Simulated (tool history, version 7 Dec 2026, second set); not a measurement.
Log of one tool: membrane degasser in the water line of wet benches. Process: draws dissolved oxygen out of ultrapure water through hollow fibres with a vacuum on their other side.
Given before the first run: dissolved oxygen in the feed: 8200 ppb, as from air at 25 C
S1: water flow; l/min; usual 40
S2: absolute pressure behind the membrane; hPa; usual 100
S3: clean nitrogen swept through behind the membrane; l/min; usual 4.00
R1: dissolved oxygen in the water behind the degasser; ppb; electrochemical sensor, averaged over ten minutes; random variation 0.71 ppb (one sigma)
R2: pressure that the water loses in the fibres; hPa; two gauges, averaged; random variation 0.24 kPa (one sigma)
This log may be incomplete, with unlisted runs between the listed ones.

| run | hour | S1 | S2 | S3 | R1 | R2 |
|---|---|---|---|---|---|---|
| 1 | 0.0 | 40 | 100 | 4.00 | 163.2 | 638.7 |
| 2 | 161.9 | 40 | 100 | 4.00 | 165.7 | 637.6 |
| 3 | 318.1 | 40 | 100 | 4.00 | 163.7 | 637.3 |
| 4 | 390.1 | 40 | 173 | 4.00 | 325.5 | 643.7 |
| 5 | 484.5 | 40 | 100 | 4.00 | 163.5 | 639.6 |
| 6 | 575.1 | 40 | 100 | 8.18 | 84.7 | 635.8 |
| 7 | 730.8 | 40 | 100 | 4.00 | 165.4 | 636.1 |
| 8 | 809.4 | 40 | 100 | 4.00 | 163.6 | 634.4 |
| 9 | 889.3 | 40 | 100 | 4.00 | 164.8 | 642.0 |
| 10 | 966.2 | 40 | 100 | 11.95 | 59.4 | 640.0 |
| 11 | 1126.4 | 40 | 100 | 2.40 | 258.9 | 640.4 |
| 12 | 1296.6 | 40 | 100 | 2.40 | 258.3 | 637.3 |
| 13 | 1413.6 | 40 | 130 | 2.40 | 364.6 | 644.2 |
|  | 1493.7 | vacuum gauge calibrated |
| 14 | 1542.6 | 40 | 100 | 4.00 | 161.0 | 640.3 |
| 15 | 1687.8 | 40 | 100 | 4.00 | 161.8 | 637.0 |
| 16 | 1854.8 | 40 | 100 | 4.00 | 160.8 | 639.3 |
| 17 | 2015.5 | 63 | 202 | 3.29 | 700.8 | 1011.9 |
| 18 | 2183.0 | 63 | 202 | 3.29 | 698.1 | 1011.3 |
| 19 | 2328.2 | 28 | 196 | 2.01 | 502.9 | 454.7 |
| 20 | 2415.5 | 28 | 196 | 2.01 | 502.4 | 449.8 |
| 21 | 2538.5 | 28 | 196 | 2.01 | 505.4 | 449.2 |
| 22 | 2644.2 | 54 | 80 | 4.00 | 160.6 | 869.3 |
| 23 | 2744.8 | 43 | 75 | 9.36 | 52.0 | 693.1 |
| 24 | 2825.1 | 43 | 75 | 9.36 | 52.4 | 693.6 |
| 25 | 2972.3 | 43 | 75 | 9.36 | 52.4 | 697.0 |
| 26 | 3050.0 | 43 | 75 | 9.36 | 52.3 | 696.9 |
| 27 | 3214.0 | 43 | 75 | 9.36 | 52.3 | 693.2 |
| 28 | 3291.8 | 40 | 64 | 3.10 | 98.3 | 649.1 |
| 29 | 3396.8 | 28 | 161 | 4.90 | 177.3 | 453.3 |
| 30 | 3473.6 | 28 | 161 | 4.90 | 176.5 | 455.8 |
| 31 | 3586.5 | 28 | 88 | 1.72 | 208.8 | 451.8 |

5 options for the next run, each taken on its own from the tool as it stands now. Forecast them:
| A | 3712.2 | 36 | 73 | 6.67 | ? | ? |
| B | 3712.2 | 26 | 117 | 2.02 | ? | ? |
| C | 3712.2 | 38 | 100 | 4.00 | ? | ? |
| D | 3712.2 | 35 | 100 | 2.55 | ? | ? |
| E | 3712.2 | 35 | 186 | 1.72 | ? | ? |

| run | R1 | R2 |
|---|---|---|
| A | 55.5 | 581.9 |
| B | 249.4 | 422.1 |
| C | 155.6 | 614.9 |
| D | 215.6 | 566.4 |
| E | 657.2 | 567.4 |
With no hidden state in the tool, these same runs would have given:
| run | R1 | R2 |
|---|---|---|
| A | 54.3 | 568.9 |
| B | 246.5 | 412.7 |
| C | 153.4 | 601.2 |
| D | 212.9 | 553.8 |
| E | 652.9 | 554.7 |
